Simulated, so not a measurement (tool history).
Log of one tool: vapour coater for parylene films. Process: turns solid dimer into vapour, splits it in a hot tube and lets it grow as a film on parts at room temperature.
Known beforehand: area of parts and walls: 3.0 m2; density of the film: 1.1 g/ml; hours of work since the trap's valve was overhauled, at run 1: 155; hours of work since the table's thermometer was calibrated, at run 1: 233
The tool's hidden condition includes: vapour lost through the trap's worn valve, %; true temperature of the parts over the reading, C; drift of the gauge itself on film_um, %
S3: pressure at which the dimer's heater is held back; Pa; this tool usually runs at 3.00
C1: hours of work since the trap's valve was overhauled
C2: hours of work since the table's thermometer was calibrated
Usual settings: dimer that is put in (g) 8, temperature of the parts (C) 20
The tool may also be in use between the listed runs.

run 1 hour=0.0 | dimer_that_is_put_in_(g)=8 temperature_of_the_parts_(C)=20 S3=3.00 | C1=155 C2=233 | thickness_of_the_film_(nm)=1858
run 2 hour=51.3 | dimer_that_is_put_in_(g)=8 temperature_of_the_parts_(C)=20 S3=3.00 | C1=178 C2=257 | thickness_of_the_film_(nm)=1864
run 3 hour=78.9 | dimer_that_is_put_in_(g)=8 temperature_of_the_parts_(C)=17 S3=3.00 | C1=191 C2=269 | thickness_of_the_film_(nm)=2083
run 4 hour=103.8 | dimer_that_is_put_in_(g)=8 temperature_of_the_parts_(C)=17 S3=3.00 | C1=202 C2=281 | thickness_of_the_film_(nm)=2088
run 5 hour=152.2 | dimer_that_is_put_in_(g)=8 temperature_of_the_parts_(C)=17 S3=3.00 | C1=224 C2=303 | thickness_of_the_film_(nm)=2071
run 6 hour=190.7 | dimer_that_is_put_in_(g)=8 temperature_of_the_parts_(C)=17 S3=3.00 | C1=242 C2=320 | thickness_of_the_film_(nm)=2080
run 7 hour=214.4 | dimer_that_is_put_in_(g)=8 temperature_of_the_parts_(C)=20 S3=2.25 | C1=253 C2=331 | thickness_of_the_film_(nm)=1877
run 8 hour=254.5 | dimer_that_is_put_in_(g)=8 temperature_of_the_parts_(C)=20 S3=4.13 | C1=271 C2=350 | thickness_of_the_film_(nm)=1809
run 9 hour=303.8 | dimer_that_is_put_in_(g)=8 temperature_of_the_parts_(C)=21 S3=3.00 | C1=293 C2=372 | thickness_of_the_film_(nm)=1770
run 10 hour=328.9 | dimer_that_is_put_in_(g)=8 temperature_of_the_parts_(C)=21 S3=3.00 | C1=305 C2=383 | thickness_of_the_film_(nm)=1762
run 11 hour=380.0 | dimer_that_is_put_in_(g)=8 temperature_of_the_parts_(C)=17 S3=3.00 | C1=328 C2=407 | thickness_of_the_film_(nm)=2065
run 12 hour=417.2 | dimer_that_is_put_in_(g)=8 temperature_of_the_parts_(C)=17 S3=3.00 | C1=345 C2=424 | thickness_of_the_film_(nm)=2057
run 13 hour=454.4 | dimer_that_is_put_in_(g)=8 temperature_of_the_parts_(C)=17 S3=3.00 | C1=362 C2=441 | thickness_of_the_film_(nm)=2051
run 14 hour=501.2 | dimer_that_is_put_in_(g)=8 temperature_of_the_parts_(C)=17 S3=3.00 | C1=383 C2=462 | thickness_of_the_film_(nm)=2045
run 15 hour=550.8 | dimer_that_is_put_in_(g)=8 temperature_of_the_parts_(C)=20 S3=3.00 | C1=406 C2=485 | thickness_of_the_film_(nm)=1815
-- hour=555.0 table's thermometer calibrated
run 16 hour=576.0 | dimer_that_is_put_in_(g)=8 temperature_of_the_parts_(C)=20 S3=3.00 | C1=417 C2=10 | thickness_of_the_film_(nm)=1824
-- hour=615.9 trap's valve overhauled
run 17 hour=616.1 | dimer_that_is_put_in_(g)=8 temperature_of_the_parts_(C)=20 S3=3.00 | C1=0 C2=26 | thickness_of_the_film_(nm)=1943
run 18 hour=656.3 | dimer_that_is_put_in_(g)=4 temperature_of_the_parts_(C)=20 S3=3.00 | C1=18 C2=44 | thickness_of_the_film_(nm)=966
run 19 hour=697.5 | dimer_that_is_put_in_(g)=4 temperature_of_the_parts_(C)=20 S3=3.00 | C1=37 C2=63 | thickness_of_the_film_(nm)=978
run 20 hour=730.8 | dimer_that_is_put_in_(g)=4 temperature_of_the_parts_(C)=20 S3=3.00 | C1=52 C2=78 | thickness_of_the_film_(nm)=970
run 21 hour=767.7 | dimer_that_is_put_in_(g)=4 temperature_of_the_parts_(C)=20 S3=3.00 | C1=69 C2=95 | thickness_of_the_film_(nm)=970
run 22 hour=791.3 | dimer_that_is_put_in_(g)=4 temperature_of_the_parts_(C)=20 S3=3.00 | C1=80 C2=106 | thickness_of_the_film_(nm)=964
run 23 hour=832.4 | dimer_that_is_put_in_(g)=8 temperature_of_the_parts_(C)=20 S3=5.79 | C1=99 C2=125 | thickness_of_the_film_(nm)=1840
-- hour=852.5 table's thermometer calibrated, once more
run 24 hour=874.2 | dimer_that_is_put_in_(g)=8 temperature_of_the_parts_(C)=20 S3=5.79 | C1=117 C2=10 | thickness_of_the_film_(nm)=1814

Run 25, settings as shown, results not yet in. Your forecast:
run 25 hour=896.0 | dimer_that_is_put_in_(g)=11 temperature_of_the_parts_(C)=23 S3=10.39 | C1=127 C2=20 | thickness_of_the_film_(nm)=?

Run 25 came out at thickness of the film (nm) 2151.
Were there no unlogged condition in the tool, this run, its random variation unchanged, would have produced thickness of the film (nm) 2181.
